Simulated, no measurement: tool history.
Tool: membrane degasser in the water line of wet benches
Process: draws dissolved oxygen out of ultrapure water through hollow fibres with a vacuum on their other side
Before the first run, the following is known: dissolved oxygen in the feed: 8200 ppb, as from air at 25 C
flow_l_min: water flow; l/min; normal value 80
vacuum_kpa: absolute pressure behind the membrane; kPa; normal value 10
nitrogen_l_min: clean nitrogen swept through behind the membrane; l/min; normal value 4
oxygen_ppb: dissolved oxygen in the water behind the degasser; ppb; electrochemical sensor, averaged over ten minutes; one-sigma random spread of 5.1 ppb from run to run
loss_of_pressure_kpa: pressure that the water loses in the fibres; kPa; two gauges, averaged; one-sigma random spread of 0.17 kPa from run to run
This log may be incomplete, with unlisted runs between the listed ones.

{"run": 1, "hour": 0.0, "flow_l_min": 80, "vacuum_kpa": 10, "nitrogen_l_min": 4, "oxygen_ppb": 521.9, "loss_of_pressure_kpa": 25.66}
{"run": 2, "hour": 179.0, "flow_l_min": 80, "vacuum_kpa": 10, "nitrogen_l_min": 4, "oxygen_ppb": 531.4, "loss_of_pressure_kpa": 25.52}
{"run": 3, "hour": 345.1, "flow_l_min": 80, "vacuum_kpa": 10, "nitrogen_l_min": 4, "oxygen_ppb": 526.2, "loss_of_pressure_kpa": 25.58}
{"run": 4, "hour": 483.3, "flow_l_min": 80, "vacuum_kpa": 10, "nitrogen_l_min": 4, "oxygen_ppb": 529.3, "loss_of_pressure_kpa": 25.53}
{"run": 5, "hour": 654.1, "flow_l_min": 80, "vacuum_kpa": 10, "nitrogen_l_min": 4, "oxygen_ppb": 532.8, "loss_of_pressure_kpa": 25.79}
{"run": 6, "hour": 798.2, "flow_l_min": 59, "vacuum_kpa": 10, "nitrogen_l_min": 4, "oxygen_ppb": 394.9, "loss_of_pressure_kpa": 19.01}
{"run": 7, "hour": 993.5, "flow_l_min": 59, "vacuum_kpa": 10, "nitrogen_l_min": 4, "oxygen_ppb": 388.2, "loss_of_pressure_kpa": 19.03}
{"run": 8, "hour": 1201.2, "flow_l_min": 80, "vacuum_kpa": 10, "nitrogen_l_min": 4, "oxygen_ppb": 529.1, "loss_of_pressure_kpa": 25.5}
{"run": 9, "hour": 1421.8, "flow_l_min": 80, "vacuum_kpa": 10, "nitrogen_l_min": 4, "oxygen_ppb": 532.3, "loss_of_pressure_kpa": 25.94}
{"run": 10, "hour": 1611.0, "flow_l_min": 58, "vacuum_kpa": 10, "nitrogen_l_min": 4, "oxygen_ppb": 388.2, "loss_of_pressure_kpa": 18.47}
{"run": 11, "hour": 1823.7, "flow_l_min": 80, "vacuum_kpa": 10, "nitrogen_l_min": 11.48, "oxygen_ppb": 366, "loss_of_pressure_kpa": 26.1}
{"run": 12, "hour": 2019.4, "flow_l_min": 80, "vacuum_kpa": 10, "nitrogen_l_min": 11.48, "oxygen_ppb": 361.9, "loss_of_pressure_kpa": 25.8}
{"run": 13, "hour": 2192.8, "flow_l_min": 80, "vacuum_kpa": 10, "nitrogen_l_min": 11.48, "oxygen_ppb": 370.7, "loss_of_pressure_kpa": 26.07}
{"run": 14, "hour": 2387.1, "flow_l_min": 80, "vacuum_kpa": 10, "nitrogen_l_min": 11.48, "oxygen_ppb": 355.8, "loss_of_pressure_kpa": 25.72}
{"run": 15, "hour": 2528.6, "flow_l_min": 80, "vacuum_kpa": 10, "nitrogen_l_min": 11.48, "oxygen_ppb": 368.6, "loss_of_pressure_kpa": 25.85}
{"run": 16, "hour": 2803.8, "flow_l_min": 51, "vacuum_kpa": 10, "nitrogen_l_min": 4, "oxygen_ppb": 345.2, "loss_of_pressure_kpa": 16.48}
{"run": 17, "hour": 3048.2, "flow_l_min": 100, "vacuum_kpa": 10, "nitrogen_l_min": 3.15, "oxygen_ppb": 730.8, "loss_of_pressure_kpa": 32.6}
{"run": 18, "hour": 3319.3, "flow_l_min": 68, "vacuum_kpa": 10, "nitrogen_l_min": 10.47, "oxygen_ppb": 316.2, "loss_of_pressure_kpa": 22.08}
{"run": 19, "hour": 3567.0, "flow_l_min": 68, "vacuum_kpa": 9.7, "nitrogen_l_min": 7.65, "oxygen_ppb": 349.7, "loss_of_pressure_kpa": 22.07}
{"run": 20, "hour": 3729.9, "flow_l_min": 94, "vacuum_kpa": 10, "nitrogen_l_min": 4, "oxygen_ppb": 638.4, "loss_of_pressure_kpa": 30.6}
{"run": 21, "hour": 4020.9, "flow_l_min": 94, "vacuum_kpa": 10, "nitrogen_l_min": 4, "oxygen_ppb": 639.6, "loss_of_pressure_kpa": 30.73}
{"run": 22, "hour": 4280.8, "flow_l_min": 80, "vacuum_kpa": 22.7, "nitrogen_l_min": 11.56, "oxygen_ppb": 570.3, "loss_of_pressure_kpa": 26.35}
{"run": 23, "hour": 4569.5, "flow_l_min": 86, "vacuum_kpa": 13, "nitrogen_l_min": 9.97, "oxygen_ppb": 479.8, "loss_of_pressure_kpa": 28.39}
{"run": 24, "hour": 4695.4, "flow_l_min": 86, "vacuum_kpa": 7.5, "nitrogen_l_min": 2.5, "oxygen_ppb": 588.9, "loss_of_pressure_kpa": 28.36}
{"run": 25, "hour": 4852.0, "flow_l_min": 114, "vacuum_kpa": 11.8, "nitrogen_l_min": 9.21, "oxygen_ppb": 621.4, "loss_of_pressure_kpa": 37.01}
{"run": 26, "hour": 5101.0, "flow_l_min": 114, "vacuum_kpa": 11.8, "nitrogen_l_min": 9.21, "oxygen_ppb": 618.9, "loss_of_pressure_kpa": 37.62}
{"run": 27, "hour": 5358.5, "flow_l_min": 114, "vacuum_kpa": 11.8, "nitrogen_l_min": 9.21, "oxygen_ppb": 632.6, "loss_of_pressure_kpa": 37.42}
{"run": 28, "hour": 5589.6, "flow_l_min": 114, "vacuum_kpa": 11.8, "nitrogen_l_min": 9.21, "oxygen_ppb": 631.9, "loss_of_pressure_kpa": 37.28}
{"run": 29, "hour": 5726.7, "flow_l_min": 60, "vacuum_kpa": 6.8, "nitrogen_l_min": 2.78, "oxygen_ppb": 368.8, "loss_of_pressure_kpa": 19.72}
{"run": 30, "hour": 5948.0, "flow_l_min": 86, "vacuum_kpa": 10.1, "nitrogen_l_min": 11.11, "oxygen_ppb": 416.7, "loss_of_pressure_kpa": 28.21}
{"run": 31, "hour": 6169.0, "flow_l_min": 86, "vacuum_kpa": 10.1, "nitrogen_l_min": 11.11, "oxygen_ppb": 414.8, "loss_of_pressure_kpa": 28.49}
{"run": 32, "hour": 6460.7, "flow_l_min": 86, "vacuum_kpa": 10.1, "nitrogen_l_min": 11.11, "oxygen_ppb": 421.9, "loss_of_pressure_kpa": 28.65}

Branching from run 32: 4 alternative next runs. What would each branch give?
{"hour": 6607.9, "done": "vacuum gauge calibrated"}
{"run": "A", "hour": 6628.6, "flow_l_min": 80, "vacuum_kpa": 10, "nitrogen_l_min": 2.43, "oxygen_ppb": "?", "loss_of_pressure_kpa": "?"}
{"hour": 6607.9, "done": "vacuum gauge calibrated"}
{"run": "B", "hour": 6628.6, "flow_l_min": 79, "vacuum_kpa": 10.1, "nitrogen_l_min": 4.02, "oxygen_ppb": "?", "loss_of_pressure_kpa": "?"}
{"hour": 6607.9, "done": "vacuum gauge calibrated"}
{"run": "C", "hour": 6628.6, "flow_l_min": 86, "vacuum_kpa": 19.5, "nitrogen_l_min": 3.58, "oxygen_ppb": "?", "loss_of_pressure_kpa": "?"}
{"hour": 6607.9, "done": "vacuum gauge calibrated"}
{"run": "D", "hour": 6628.6, "flow_l_min": 86, "vacuum_kpa": 10.1, "nitrogen_l_min": 1.71, "oxygen_ppb": "?", "loss_of_pressure_kpa": "?"}

run=A oxygen_ppb=692 loss_of_pressure_kpa=26.67
run=B oxygen_ppb=542.4 loss_of_pressure_kpa=26.27
run=C oxygen_ppb=1038.2 loss_of_pressure_kpa=28.42
run=D oxygen_ppb=881.6 loss_of_pressure_kpa=28.33
With the hidden condition removed and each run's random variation left untouched, the same runs would have given:
run=A oxygen_ppb=657.2 loss_of_pressure_kpa=25.51
run=B oxygen_ppb=505.8 loss_of_pressure_kpa=25.12
run=C oxygen_ppb=1001.3 loss_of_pressure_kpa=27.17
run=D oxygen_ppb=847.9 loss_of_pressure_kpa=27.08
